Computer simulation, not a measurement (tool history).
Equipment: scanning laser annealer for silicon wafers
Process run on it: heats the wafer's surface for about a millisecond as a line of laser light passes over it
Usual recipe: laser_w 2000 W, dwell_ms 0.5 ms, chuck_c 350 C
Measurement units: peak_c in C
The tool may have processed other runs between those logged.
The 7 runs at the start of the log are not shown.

| run | day | laser_w | dwell_ms | chuck_c | hours of work since the window was cleaned | hours of work since the power meter was calibrated | hours of work since the optics were aligned | peak_c |
|---|---|---|---|---|---|---|---|---|
| 8 | 1.892 | 2000 | 0.5 | 338 | 913 | 82 | 887 | 1136 |
| 9 | 2.167 | 2000 | 0.5 | 338 | 916 | 86 | 891 | 1137 |
| 10 | 2.354 | 2000 | 0.5 | 338 | 918 | 88 | 893 | 1135 |
| 11 | 2.55 | 2000 | 0.5 | 338 | 920 | 90 | 895 | 1138 |
|  | 2.946 | window over the wafer cleaned |
| 12 | 2.975 | 2000 | 0.5 | 338 | 0 | 94 | 899 | 1135 |
| 13 | 3.388 | 2000 | 0.5 | 350 | 5 | 99 | 904 | 1151 |
| 14 | 3.558 | 2000 | 0.5 | 350 | 7 | 101 | 906 | 1145 |
| 15 | 3.938 | 2000 | 0.5 | 350 | 12 | 106 | 911 | 1146 |
| 16 | 4.354 | 2000 | 0.5 | 375 | 17 | 111 | 916 | 1173 |
| 17 | 4.746 | 1914 | 0.5 | 350 | 21 | 115 | 920 | 1115 |
| 18 | 5 | 1971 | 0.5 | 350 | 24 | 118 | 923 | 1135 |
| 19 | 5.238 | 1871 | 0.5 | 350 | 27 | 121 | 926 | 1095 |
| 20 | 5.446 | 1871 | 0.5 | 350 | 30 | 124 | 929 | 1099 |
| 21 | 5.808 | 1871 | 0.5 | 350 | 34 | 128 | 933 | 1102 |
| 22 | 6.154 | 1871 | 0.5 | 350 | 38 | 132 | 937 | 1099 |
| 23 | 6.542 | 2000 | 0.482 | 350 | 43 | 137 | 942 | 1137 |
| 24 | 6.717 | 2000 | 0.482 | 350 | 45 | 139 | 944 | 1142 |
| 25 | 6.983 | 2000 | 0.482 | 350 | 48 | 142 | 947 | 1136 |
| 26 | 7.392 | 2000 | 0.593 | 350 | 53 | 147 | 952 | 1205 |
| 27 | 7.729 | 2177 | 0.483 | 328 | 57 | 151 | 956 | 1186 |
| 28 | 8.138 | 1889 | 0.355 | 328 | 62 | 156 | 961 | 979 |
| 29 | 8.308 | 1889 | 0.355 | 328 | 64 | 158 | 963 | 980 |

What will run 30 give?
| 30 | 8.571 | 1889 | 0.355 | 328 | 67 | 161 | 966 | ? |

{"run 30": {"peak_c": 985}}
The same run, on a tool lacking any hidden state, would have yielded peak_c 985 C.
